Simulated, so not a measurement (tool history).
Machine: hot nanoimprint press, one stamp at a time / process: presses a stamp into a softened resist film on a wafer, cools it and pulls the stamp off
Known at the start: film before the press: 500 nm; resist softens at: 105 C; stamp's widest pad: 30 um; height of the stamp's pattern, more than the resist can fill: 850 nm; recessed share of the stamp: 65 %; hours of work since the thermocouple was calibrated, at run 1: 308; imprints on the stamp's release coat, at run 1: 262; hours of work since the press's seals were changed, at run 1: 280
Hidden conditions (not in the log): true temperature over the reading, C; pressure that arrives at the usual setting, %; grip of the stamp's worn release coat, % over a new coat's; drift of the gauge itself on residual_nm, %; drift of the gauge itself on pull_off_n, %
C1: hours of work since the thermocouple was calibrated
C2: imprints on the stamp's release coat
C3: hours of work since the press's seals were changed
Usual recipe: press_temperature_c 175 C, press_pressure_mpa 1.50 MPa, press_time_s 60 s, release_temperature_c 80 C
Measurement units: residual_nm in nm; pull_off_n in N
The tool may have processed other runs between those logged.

Run 1, hour 0.0: usual settings; C1 308; C2 262; C3 280. Result: residual_nm 173.2 nm, pull_off_n 187 N.
Run 2, hour 15.0: usual settings but press_time_s 59 s; C1 315; C2 292; C3 287. Result: residual_nm 172.9 nm, pull_off_n 190 N.
At hour 26.0: plate thermocouple calibrated.
Run 3, hour 28.9: usual settings but press_time_s 87 s; C1 1; C2 313; C3 292. Result: residual_nm 156.8 nm, pull_off_n 193 N.
Run 4, hour 40.1: usual settings but press_time_s 87 s; C1 6; C2 335; C3 297. Result: residual_nm 157.8 nm, pull_off_n 191 N.
Run 5, hour 52.7: usual settings; C1 12; C2 360; C3 302. Result: residual_nm 182.6 nm, pull_off_n 198 N.
Run 6, hour 74.4: usual settings; C1 21; C2 402; C3 311. Result: residual_nm 182.8 nm, pull_off_n 198 N.
Run 7, hour 88.9: usual settings; C1 27; C2 431; C3 318. Result: residual_nm 181.1 nm, pull_off_n 197 N.
Run 8, hour 107.3: usual settings but press_pressure_mpa 1.56 MPa; C1 35; C2 467; C3 326. Result: residual_nm 178.1 nm, pull_off_n 197 N.
Run 9, hour 118.6: usual settings but press_pressure_mpa 1.56 MPa; C1 40; C2 489; C3 331. Result: residual_nm 177.1 nm, pull_off_n 198 N.
Run 10, hour 140.0: usual settings; C1 50; C2 531; C3 340. Result: residual_nm 181.5 nm, pull_off_n 199 N.
Run 11, hour 152.8: usual settings but press_time_s 85 s; C1 55; C2 556; C3 346. Result: residual_nm 158.1 nm, pull_off_n 195 N.
Run 12, hour 171.4: usual settings but press_temperature_c 172 C; C1 63; C2 593; C3 354. Result: residual_nm 211.8 nm, pull_off_n 198 N.
Run 13, hour 194.8: usual settings but press_temperature_c 172 C; C1 73; C2 639; C3 364. Result: residual_nm 207.9 nm, pull_off_n 198 N.
At hour 204.1: stamp cleaned and given a new release coat.
Run 14, hour 222.9: usual settings but press_temperature_c 172 C; C1 83; C2 37; C3 373. Result: residual_nm 210.2 nm, pull_off_n 186 N.
Run 15, hour 242.5: usual settings but press_temperature_c 172 C; C1 91; C2 76; C3 382. Result: residual_nm 208.5 nm, pull_off_n 190 N.
Run 16, hour 264.7: usual settings but press_temperature_c 167 C, press_pressure_mpa 1.31 MPa, release_temperature_c 73 C; C1 101; C2 119; C3 392. Result: residual_nm 281.1 nm, pull_off_n 215 N.
Run 17, hour 277.4: usual settings but press_pressure_mpa 1.35 MPa, release_temperature_c 79 C; C1 107; C2 144; C3 397. Result: residual_nm 190.8 nm, pull_off_n 194 N.
Run 18, hour 290.2: usual settings but press_pressure_mpa 2.35 MPa; C1 112; C2 169; C3 403. Result: residual_nm 143.6 nm, pull_off_n 193 N.
Run 19, hour 308.7: usual settings but press_pressure_mpa 2.35 MPa; C1 120; C2 205; C3 411. Result: residual_nm 144.3 nm, pull_off_n 189 N.

Below, some changes in residual_nm between adjacent runs. For each, the amount present without the hidden state too (settings, incoming material, random variation) and the amount remaining for the hidden state with gauge scatter not shared by both compared results:
Run 2 -> 3: press_time_s 59 -> 87, plate thermocouple calibrated. residual_nm -16.1 nm: hidden state +9.4, all else -25.5.
Run 16 -> 17: press_temperature_c 167 -> 175, press_pressure_mpa 1.31 -> 1.35, release_temperature_c 73 -> 79. residual_nm -90.3 nm: hidden state +0.8, all else -91.1.
